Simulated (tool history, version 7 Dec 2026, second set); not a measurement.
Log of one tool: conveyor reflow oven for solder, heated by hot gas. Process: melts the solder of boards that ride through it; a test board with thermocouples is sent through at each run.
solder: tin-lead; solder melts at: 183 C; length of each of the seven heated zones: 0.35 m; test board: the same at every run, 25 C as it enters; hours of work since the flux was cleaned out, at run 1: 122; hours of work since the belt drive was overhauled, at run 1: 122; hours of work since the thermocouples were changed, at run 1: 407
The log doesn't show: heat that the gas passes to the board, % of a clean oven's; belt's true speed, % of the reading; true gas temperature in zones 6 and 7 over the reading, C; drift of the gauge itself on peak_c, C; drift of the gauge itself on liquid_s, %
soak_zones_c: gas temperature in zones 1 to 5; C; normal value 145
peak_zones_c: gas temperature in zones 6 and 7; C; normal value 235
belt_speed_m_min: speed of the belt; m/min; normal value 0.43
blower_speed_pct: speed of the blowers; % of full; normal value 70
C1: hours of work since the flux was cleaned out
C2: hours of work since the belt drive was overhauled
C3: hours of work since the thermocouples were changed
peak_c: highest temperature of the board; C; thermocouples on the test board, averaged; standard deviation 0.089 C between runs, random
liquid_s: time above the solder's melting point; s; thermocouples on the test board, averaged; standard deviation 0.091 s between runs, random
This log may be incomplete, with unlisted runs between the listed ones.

Run 1, hour 0: usual settings; C1 122; C2 122; C3 407. Result: peak_c 224.06 C, liquid_s 83.21 s.
Run 2, hour 23.3: usual settings but blower_speed_pct 81 % of full; C1 138; C2 138; C3 423. Result: peak_c 225.29 C, liquid_s 84.22 s.
At hour 54.5: flux residue cleaned out of gas plates and filters.
Run 3, hour 54.5: usual settings but blower_speed_pct 81 % of full; C1 0; C2 156; C3 441. Result: peak_c 226.05 C, liquid_s 84.93 s.
Run 4, hour 77.8: usual settings; C1 16; C2 172; C3 458. Result: peak_c 224.73 C, liquid_s 83.65 s.
Run 5, hour 98.5: usual settings; C1 31; C2 186; C3 472. Result: peak_c 224.64 C, liquid_s 83.66 s.
Run 6, hour 126.9: usual settings; C1 50; C2 206; C3 492. Result: peak_c 224.58 C, liquid_s 83.7 s.
Run 7, hour 145.2: usual settings; C1 63; C2 219; C3 504. Result: peak_c 224.72 C, liquid_s 83.67 s.
Run 8, hour 172.3: usual settings but soak_zones_c 135 C; C1 82; C2 238; C3 523. Result: peak_c 223.15 C, liquid_s 78.18 s.
Run 9, hour 193.2: usual settings; C1 96; C2 252; C3 538. Result: peak_c 224.53 C, liquid_s 83.67 s.
At hour 199.6: belt drive overhauled, speed set with a stopwatch.
Run 10, hour 227.5: usual settings; C1 117; C2 19; C3 559. Result: peak_c 224.68 C, liquid_s 83.8 s.
At hour 234.2: thermocouples of zones 6 and 7 changed.
At hour 250.2: belt drive overhauled, speed set with a stopwatch, once more.
Run 11, hour 250.2: usual settings but soak_zones_c 152 C, belt_speed_m_min 0.449 m/min, blower_speed_pct 62 % of full; C1 129; C2 0; C3 8. Result: peak_c 221.12 C, liquid_s 80.27 s.
Run 12, hour 278.5: usual settings but soak_zones_c 152 C, belt_speed_m_min 0.449 m/min, blower_speed_pct 62 % of full; C1 148; C2 20; C3 28. Result: peak_c 221.06 C, liquid_s 80.19 s.
At hour 294.8: flux residue cleaned out of gas plates and filters.
Run 13, hour 296.9: usual settings but peak_zones_c 245 C; C1 2; C2 29; C3 37. Result: peak_c 232.02 C, liquid_s 88.23 s.
Run 14, hour 317.4: usual settings but peak_zones_c 245 C; C1 16; C2 43; C3 52. Result: peak_c 232.01 C, liquid_s 88.36 s.
Run 15, hour 337.3: usual settings but peak_zones_c 245 C; C1 30; C2 57; C3 65. Result: peak_c 231.99 C, liquid_s 88.49 s.
Run 16, hour 350.2: usual settings but belt_speed_m_min 0.399 m/min, blower_speed_pct 79 % of full; C1 38; C2 66; C3 74. Result: peak_c 225.61 C, liquid_s 91.25 s.
Run 17, hour 375.3: usual settings but soak_zones_c 142 C, peak_zones_c 234 C, belt_speed_m_min 0.442 m/min, blower_speed_pct 79 % of full; C1 56; C2 83; C3 92. Result: peak_c 221.92 C, liquid_s 77.86 s.
Run 18, hour 400.7: usual settings but soak_zones_c 142 C, peak_zones_c 234 C, belt_speed_m_min 0.442 m/min, blower_speed_pct 79 % of full; C1 73; C2 101; C3 109. Result: peak_c 221.85 C, liquid_s 77.9 s.
Run 19, hour 429.4: usual settings but peak_zones_c 233 C, belt_speed_m_min 0.413 m/min; C1 93; C2 121; C3 129. Result: peak_c 222.12 C, liquid_s 85.07 s.
Run 20, hour 458.4: usual settings but peak_zones_c 233 C, belt_speed_m_min 0.413 m/min; C1 113; C2 141; C3 149. Result: peak_c 222.19 C, liquid_s 85.23 s.

4 ways to go on from here, each from the tool as it stands after run 20. What would each give?
Run A, hour 483.2: usual settings but peak_zones_c 233 C, belt_speed_m_min 0.432 m/min, blower_speed_pct 59 % of full; C1 131; C2 158; C3 167. Result: peak_c ?, liquid_s ?.
Run B, hour 483.2: usual settings but peak_zones_c 234 C, blower_speed_pct 88 % of full; C1 131; C2 158; C3 167. Result: peak_c ?, liquid_s ?.
Run C, hour 483.2: usual settings but peak_zones_c 227 C, belt_speed_m_min 0.413 m/min, blower_speed_pct 58 % of full; C1 131; C2 158; C3 167. Result: peak_c ?, liquid_s ?.
Run D, hour 483.2: usual settings but belt_speed_m_min 0.343 m/min; C1 131; C2 158; C3 167. Result: peak_c ?, liquid_s ?.

run  peak_c  liquid_s
  A  219.27     78.33
  B  223.98     83.46
  C  215.05     78.47
  D  227.92    108.78
Had the tool no hidden state, the same runs would have come out as:
run  peak_c  liquid_s
  A  219.53     78.66
  B  224.25     83.74
  C  215.24     78.82
  D  228.01    108.89

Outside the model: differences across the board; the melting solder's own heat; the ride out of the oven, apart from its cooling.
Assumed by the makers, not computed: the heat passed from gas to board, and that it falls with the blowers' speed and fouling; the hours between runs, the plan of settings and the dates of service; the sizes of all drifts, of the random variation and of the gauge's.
